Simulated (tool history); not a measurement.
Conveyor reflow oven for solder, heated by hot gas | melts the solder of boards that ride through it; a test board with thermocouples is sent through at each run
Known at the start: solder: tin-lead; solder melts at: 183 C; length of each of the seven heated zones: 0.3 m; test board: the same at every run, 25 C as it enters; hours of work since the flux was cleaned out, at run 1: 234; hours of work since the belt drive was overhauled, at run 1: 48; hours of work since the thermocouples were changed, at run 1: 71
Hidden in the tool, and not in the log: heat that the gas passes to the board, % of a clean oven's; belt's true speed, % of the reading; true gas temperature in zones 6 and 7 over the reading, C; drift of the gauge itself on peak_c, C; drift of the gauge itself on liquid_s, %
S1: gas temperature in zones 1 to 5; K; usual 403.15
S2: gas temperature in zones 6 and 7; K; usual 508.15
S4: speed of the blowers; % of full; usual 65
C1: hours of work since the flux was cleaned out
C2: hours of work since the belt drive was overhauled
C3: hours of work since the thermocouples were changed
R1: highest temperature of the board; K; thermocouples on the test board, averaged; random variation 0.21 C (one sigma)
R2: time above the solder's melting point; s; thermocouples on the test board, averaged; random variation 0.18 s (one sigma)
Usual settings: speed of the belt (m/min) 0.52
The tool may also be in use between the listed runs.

Run 1, hour 0.0: usual settings; C1 234; C2 48; C3 71. Result: R1 487.25 K, R2 46.2 s.
Run 2, hour 23.2: usual settings; C1 249; C2 63; C3 86. Result: R1 486.75 K, R2 46.2 s.
Run 3, hour 43.2: usual settings; C1 262; C2 75; C3 99. Result: R1 486.85 K, R2 46.6 s.
Run 4, hour 58.3: usual settings but S1 412.15 K; C1 272; C2 85; C3 109. Result: R1 488.65 K, R2 50.5 s.
Run 5, hour 71.1: usual settings but S1 412.15 K; C1 280; C2 93; C3 117. Result: R1 488.25 K, R2 50.1 s.
Run 6, hour 98.2: usual settings but S1 412.15 K; C1 298; C2 111; C3 134. Result: R1 488.45 K, R2 50.1 s.
Run 7, hour 113.0: usual settings but S1 412.15 K; C1 307; C2 120; C3 144. Result: R1 488.65 K, R2 50.1 s.
Run 8, hour 139.4: usual settings; C1 324; C2 137; C3 161. Result: R1 486.75 K, R2 45.7 s.

Forecast run 9:
Run 9, hour 153.1: usual settings but S4 69 % of full; C1 333; C2 146; C3 170. Result: R1 ?, R2 ?.

R1: 487.65 K
R2: 46.4 s
Without the tool's hidden state the same run would have given R1 489.35 K, R2 47.9 s.
